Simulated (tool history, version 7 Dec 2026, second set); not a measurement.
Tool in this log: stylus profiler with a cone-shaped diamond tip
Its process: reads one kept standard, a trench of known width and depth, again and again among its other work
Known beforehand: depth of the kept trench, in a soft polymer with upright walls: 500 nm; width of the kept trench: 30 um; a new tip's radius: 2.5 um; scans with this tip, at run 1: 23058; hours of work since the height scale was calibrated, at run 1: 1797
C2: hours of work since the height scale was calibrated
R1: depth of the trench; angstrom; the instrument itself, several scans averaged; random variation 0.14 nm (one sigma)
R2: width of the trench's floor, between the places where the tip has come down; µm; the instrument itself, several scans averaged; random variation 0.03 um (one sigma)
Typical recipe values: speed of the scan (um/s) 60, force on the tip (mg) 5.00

{"run": 1, "hour": 0.0, "speed of the scan (um/s)": 60, "force on the tip (mg)": 5.0, "scans with this tip": 23058, "C2": 1797, "R1": 5113.9, "R2": 26.11}
{"run": 2, "hour": 69.9, "speed of the scan (um/s)": 60, "force on the tip (mg)": 5.0, "scans with this tip": 23676, "C2": 1845, "R1": 5114.1, "R2": 26.07}
{"run": 3, "hour": 123.1, "speed of the scan (um/s)": 60, "force on the tip (mg)": 5.0, "scans with this tip": 24147, "C2": 1882, "R1": 5112.8, "R2": 26.1}
{"run": 4, "hour": 158.1, "speed of the scan (um/s)": 124, "force on the tip (mg)": 5.0, "scans with this tip": 24456, "C2": 1906, "R1": 5114.3, "R2": 25.78}
{"run": 5, "hour": 242.7, "speed of the scan (um/s)": 60, "force on the tip (mg)": 3.41, "scans with this tip": 25205, "C2": 1964, "R1": 5083.6, "R2": 26.05}
{"run": 6, "hour": 320.0, "speed of the scan (um/s)": 60, "force on the tip (mg)": 4.94, "scans with this tip": 25889, "C2": 2018, "R1": 5112.6, "R2": 25.99}
{"hour": 324.7, "done": "height scale calibrated on a step standard"}
{"run": 7, "hour": 399.3, "speed of the scan (um/s)": 60, "force on the tip (mg)": 4.94, "scans with this tip": 26586, "C2": 51, "R1": 5094.3, "R2": 26.03}
{"run": 8, "hour": 484.1, "speed of the scan (um/s)": 60, "force on the tip (mg)": 4.94, "scans with this tip": 27336, "C2": 110, "R1": 5094.4, "R2": 25.99}
{"run": 9, "hour": 540.6, "speed of the scan (um/s)": 60, "force on the tip (mg)": 4.94, "scans with this tip": 27836, "C2": 149, "R1": 5094.5, "R2": 25.95}
{"run": 10, "hour": 591.5, "speed of the scan (um/s)": 60, "force on the tip (mg)": 5.0, "scans with this tip": 28286, "C2": 184, "R1": 5092.1, "R2": 25.97}
{"run": 11, "hour": 674.4, "speed of the scan (um/s)": 64, "force on the tip (mg)": 7.03, "scans with this tip": 29019, "C2": 241, "R1": 5126.5, "R2": 25.98}
{"run": 12, "hour": 735.2, "speed of the scan (um/s)": 64, "force on the tip (mg)": 7.03, "scans with this tip": 29558, "C2": 283, "R1": 5127.7, "R2": 25.92}
{"hour": 788.2, "done": "height scale calibrated on a step standard, once more"}
{"run": 13, "hour": 788.2, "speed of the scan (um/s)": 64, "force on the tip (mg)": 7.03, "scans with this tip": 30022, "C2": 0, "R1": 5170.4, "R2": 25.89}
{"run": 14, "hour": 831.7, "speed of the scan (um/s)": 18, "force on the tip (mg)": 7.03, "scans with this tip": 30406, "C2": 30, "R1": 5170.5, "R2": 26.04}
{"run": 15, "hour": 891.0, "speed of the scan (um/s)": 60, "force on the tip (mg)": 4.24, "scans with this tip": 30931, "C2": 71, "R1": 5120.2, "R2": 25.86}
{"run": 16, "hour": 966.1, "speed of the scan (um/s)": 60, "force on the tip (mg)": 4.24, "scans with this tip": 31596, "C2": 123, "R1": 5119.7, "R2": 25.83}
{"run": 17, "hour": 1037.9, "speed of the scan (um/s)": 24, "force on the tip (mg)": 5.0, "scans with this tip": 32230, "C2": 172, "R1": 5133.9, "R2": 25.99}
{"run": 18, "hour": 1112.0, "speed of the scan (um/s)": 52, "force on the tip (mg)": 12.76, "scans with this tip": 32886, "C2": 223, "R1": 5252.7, "R2": 25.94}
{"run": 19, "hour": 1186.8, "speed of the scan (um/s)": 52, "force on the tip (mg)": 12.76, "scans with this tip": 33548, "C2": 275, "R1": 5252.5, "R2": 25.97}
{"run": 20, "hour": 1222.8, "speed of the scan (um/s)": 26, "force on the tip (mg)": 1.9, "scans with this tip": 33866, "C2": 300, "R1": 5069.3, "R2": 25.86}

Each row is a separate what-if for the run after 20, all from the same tool condition, not one after another. Results?
{"run": "A", "hour": 1267.6, "speed of the scan (um/s)": 37, "force on the tip (mg)": 1.9, "scans with this tip": 34263, "C2": 331, "R1": "?", "R2": "?"}
{"run": "B", "hour": 1267.6, "speed of the scan (um/s)": 154, "force on the tip (mg)": 3.8, "scans with this tip": 34263, "C2": 331, "R1": "?", "R2": "?"}
{"run": "C", "hour": 1267.6, "speed of the scan (um/s)": 73, "force on the tip (mg)": 13.49, "scans with this tip": 34263, "C2": 331, "R1": "?", "R2": "?"}
{"run": "D", "hour": 1267.6, "speed of the scan (um/s)": 71, "force on the tip (mg)": 11.54, "scans with this tip": 34263, "C2": 331, "R1": "?", "R2": "?"}
{"run": "E", "hour": 1267.6, "speed of the scan (um/s)": 43, "force on the tip (mg)": 4.85, "scans with this tip": 34263, "C2": 331, "R1": "?", "R2": "?"}

run=A R1=5067.9 R2=25.79
run=B R1=5107.7 R2=25.38
run=C R1=5260.0 R2=25.79
run=D R1=5236.3 R2=25.81
run=E R1=5131.5 R2=25.84
Stripped of hidden state, with their random variation kept, the same runs would have yielded:
run=A R1=5070.5 R2=26.77
run=B R1=5110.4 R2=26.37
run=C R1=5262.7 R2=26.78
run=D R1=5239.0 R2=26.79
run=E R1=5134.1 R2=26.83

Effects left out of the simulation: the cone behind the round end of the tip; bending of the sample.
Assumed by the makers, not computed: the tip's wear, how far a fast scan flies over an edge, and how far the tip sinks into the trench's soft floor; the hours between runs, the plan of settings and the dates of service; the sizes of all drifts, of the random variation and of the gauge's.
